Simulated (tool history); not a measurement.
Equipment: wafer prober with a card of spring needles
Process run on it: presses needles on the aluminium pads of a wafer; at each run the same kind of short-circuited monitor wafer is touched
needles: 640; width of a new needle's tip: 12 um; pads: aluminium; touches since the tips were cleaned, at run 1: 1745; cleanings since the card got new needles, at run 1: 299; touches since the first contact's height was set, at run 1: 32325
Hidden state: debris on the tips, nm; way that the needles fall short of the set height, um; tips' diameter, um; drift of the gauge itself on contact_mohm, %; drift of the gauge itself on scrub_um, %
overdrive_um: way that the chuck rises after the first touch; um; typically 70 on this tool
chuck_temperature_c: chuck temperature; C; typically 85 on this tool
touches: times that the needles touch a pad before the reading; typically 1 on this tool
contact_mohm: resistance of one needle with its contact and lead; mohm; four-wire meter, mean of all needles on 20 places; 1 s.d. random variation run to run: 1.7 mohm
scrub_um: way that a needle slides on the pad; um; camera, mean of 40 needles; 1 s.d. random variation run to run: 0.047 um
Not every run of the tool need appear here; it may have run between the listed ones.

run	hour	overdrive_um	chuck_temperature_c	touches	touches since the tips were cleaned	cleanings since the card got new needles	touches since the first contact's height was set	contact_mohm	scrub_um
1	0	70	85	1	1745	299	32325	253	16.51
# hour 1.1: tips cleaned on abrasive film
# hour 5: tips cleaned on abrasive film
# hour 9.9: tips cleaned on abrasive film
# hour 13.8: tips cleaned on abrasive film
# hour 18.7: tips cleaned on abrasive film
# hour 23.6: tips cleaned on abrasive film
# hour 28.5: tips cleaned on abrasive film
# hour 33.4: tips cleaned on abrasive film
# hour 38.3: tips cleaned on abrasive film
# hour 43.1: tips cleaned on abrasive film
# hour 48: tips cleaned on abrasive film
# hour 52.9: tips cleaned on abrasive film
2	55.2	70	85	1	1177	311	60572	242	16.33
# hour 57.2: tips cleaned on abrasive film
# hour 62.1: tips cleaned on abrasive film
# hour 66: tips cleaned on abrasive film
# hour 70.9: tips cleaned on abrasive film
# hour 74.8: tips cleaned on abrasive film
# hour 79.7: tips cleaned on abrasive film
# hour 84.6: tips cleaned on abrasive film
# hour 89.5: tips cleaned on abrasive film
# hour 94.4: tips cleaned on abrasive film
# hour 99.3: tips cleaned on abrasive film
# hour 103.2: tips cleaned on abrasive film
# hour 108.1: tips cleaned on abrasive film
# hour 112: tips cleaned on abrasive film
# hour 116.9: tips cleaned on abrasive film
# hour 121.8: tips cleaned on abrasive film
# hour 125.7: tips cleaned on abrasive film
# hour 130.6: tips cleaned on abrasive film
# hour 135.5: tips cleaned on abrasive film
# hour 140.4: tips cleaned on abrasive film
# hour 145.3: tips cleaned on abrasive film
# hour 149.2: tips cleaned on abrasive film
# hour 154.1: tips cleaned on abrasive film
3	155.9	70	85	1	925	333	112129	241	15.99
# hour 158.9: tips cleaned on abrasive film
# hour 163.7: tips cleaned on abrasive film
# hour 167.7: tips cleaned on abrasive film
# hour 172.6: tips cleaned on abrasive film
# hour 177.5: tips cleaned on abrasive film
# hour 181.4: tips cleaned on abrasive film
# hour 186.3: tips cleaned on abrasive film
# hour 191.2: tips cleaned on abrasive film
# hour 196.1: tips cleaned on abrasive film
# hour 200.9: tips cleaned on abrasive film
# hour 205.8: tips cleaned on abrasive film
# hour 210.7: tips cleaned on abrasive film
# hour 214.7: tips cleaned on abrasive film
# hour 219.5: tips cleaned on abrasive film
# hour 224.3: tips cleaned on abrasive film
4	224.3	70	85	1	0	348	147158	192	15.64
# hour 229.2: tips cleaned on abrasive film
# hour 234.1: tips cleaned on abrasive film
# hour 239: tips cleaned on abrasive film
# hour 243.9: tips cleaned on abrasive film
# hour 247.8: tips cleaned on abrasive film
# hour 252.7: tips cleaned on abrasive film
# hour 256.6: tips cleaned on abrasive film
# hour 261.5: tips cleaned on abrasive film
# hour 265.4: tips cleaned on abrasive film
# hour 267.7: height of the first contact set anew
# hour 270.6: tips cleaned on abrasive film
# hour 275.5: tips cleaned on abrasive film
# hour 280.4: tips cleaned on abrasive film
# hour 285.3: tips cleaned on abrasive film
5	285.7	70	85	1	212	361	9236	198	16.64
# hour 289.6: tips cleaned on abrasive film
# hour 293.6: tips cleaned on abrasive film
# hour 298.5: tips cleaned on abrasive film
# hour 303.3: tips cleaned on abrasive film
# hour 308.2: tips cleaned on abrasive film
# hour 312.2: tips cleaned on abrasive film
# hour 317.1: tips cleaned on abrasive film
# hour 321.9: tips cleaned on abrasive film
# hour 326.8: tips cleaned on abrasive film
# hour 330.8: tips cleaned on abrasive film
# hour 335.7: tips cleaned on abrasive film
# hour 340.5: tips cleaned on abrasive film
# hour 345.4: tips cleaned on abrasive film
# hour 350.3: tips cleaned on abrasive film
# hour 355.2: tips cleaned on abrasive film
6	358	70	85	1	1449	376	46278	265	16.34
# hour 360: tips cleaned on abrasive film
# hour 363.9: tips cleaned on abrasive film
# hour 368.8: tips cleaned on abrasive film
# hour 373.7: tips cleaned on abrasive film
# hour 377.6: tips cleaned on abrasive film
# hour 382.5: tips cleaned on abrasive film
# hour 386.5: tips cleaned on abrasive film
# hour 391.3: tips cleaned on abrasive film
# hour 396.2: tips cleaned on abrasive film
7	399.9	70	85	1	1918	385	67746	275	16.26
# hour 401: tips cleaned on abrasive film
# hour 405.9: tips cleaned on abrasive film
# hour 410.7: tips cleaned on abrasive film
# hour 414.7: tips cleaned on abrasive film
# hour 419.6: tips cleaned on abrasive film
# hour 423.5: tips cleaned on abrasive film
# hour 428.4: tips cleaned on abrasive film
# hour 433.3: tips cleaned on abrasive film
# hour 438.2: tips cleaned on abrasive film
# hour 443: tips cleaned on abrasive film
# hour 447.9: tips cleaned on abrasive film
# hour 452.8: tips cleaned on abrasive film
# hour 457.7: tips cleaned on abrasive film
8	460	70	85	1	1182	398	98506	267	16.05
# hour 462: tips cleaned on abrasive film
# hour 466.9: tips cleaned on abrasive film
# hour 471.8: tips cleaned on abrasive film
# hour 476.7: tips cleaned on abrasive film
# hour 480.6: tips cleaned on abrasive film
# hour 485.5: tips cleaned on abrasive film
# hour 490.4: tips cleaned on abrasive film
# hour 495.3: tips cleaned on abrasive film
# hour 500.2: tips cleaned on abrasive film
# hour 505: tips cleaned on abrasive film
# hour 509: tips cleaned on abrasive film
# hour 513.9: tips cleaned on abrasive film
# hour 518.8: tips cleaned on abrasive film
# hour 523.6: tips cleaned on abrasive film
# hour 527.6: tips cleaned on abrasive film
# hour 532.5: tips cleaned on abrasive film
# hour 537.4: tips cleaned on abrasive film
# hour 542.2: tips cleaned on abrasive film
# hour 547.1: tips cleaned on abrasive film
# hour 552: tips cleaned on abrasive film
# hour 556.9: tips cleaned on abrasive film
9	558.3	63	34	2	711	419	148848	224	14.01
# hour 561.2: tips cleaned on abrasive film
# hour 565.2: tips cleaned on abrasive film
# hour 570.1: tips cleaned on abrasive film
# hour 574.9: tips cleaned on abrasive film
# hour 578.9: tips cleaned on abrasive film
# hour 583.8: tips cleaned on abrasive film
# hour 588.7: tips cleaned on abrasive film
# hour 593.5: tips cleaned on abrasive film
# hour 597.5: tips cleaned on abrasive film
# hour 598.7: height of the first contact set anew
# hour 602.7: tips cleaned on abrasive film
# hour 607.6: tips cleaned on abrasive film
# hour 612.4: tips cleaned on abrasive film
# hour 617.3: tips cleaned on abrasive film
# hour 622.2: tips cleaned on abrasive film
# hour 627.1: tips cleaned on abrasive film
# hour 632: tips cleaned on abrasive film
# hour 635.9: tips cleaned on abrasive film
# hour 640.8: tips cleaned on abrasive film
# hour 644.8: tips cleaned on abrasive film
# hour 656.8: card fitted with new needles
# hour 661.6: tips cleaned on abrasive film
10	664.3	70	33	1	1366	1	3872	204	16.7

Run 11 has not been measured yet. What should we expect?
# hour 666.3: tips cleaned on abrasive film
# hour 670.2: tips cleaned on abrasive film
# hour 674.1: tips cleaned on abrasive film
# hour 679: tips cleaned on abrasive film
# hour 683: tips cleaned on abrasive film
# hour 687.8: tips cleaned on abrasive film
# hour 692.7: tips cleaned on abrasive film
# hour 697.6: tips cleaned on abrasive film
# hour 701.6: tips cleaned on abrasive film
# hour 705.5: tips cleaned on abrasive film
# hour 710.4: tips cleaned on abrasive film
# hour 715.3: tips cleaned on abrasive film
# hour 719.2: tips cleaned on abrasive film
# hour 724.1: tips cleaned on abrasive film
# hour 728: tips cleaned on abrasive film
# hour 732.9: tips cleaned on abrasive film
# hour 736.8: tips cleaned on abrasive film
# hour 741.7: tips cleaned on abrasive film
# hour 746.6: tips cleaned on abrasive film
11	747.3	70	33	1	370	20	46352	?	?

{"run 11": {"contact_mohm": 176, "scrub_um": 16.38}}
Without the tool's hidden state the same run would have given contact_mohm 159 mohm, scrub_um 16.7 um.
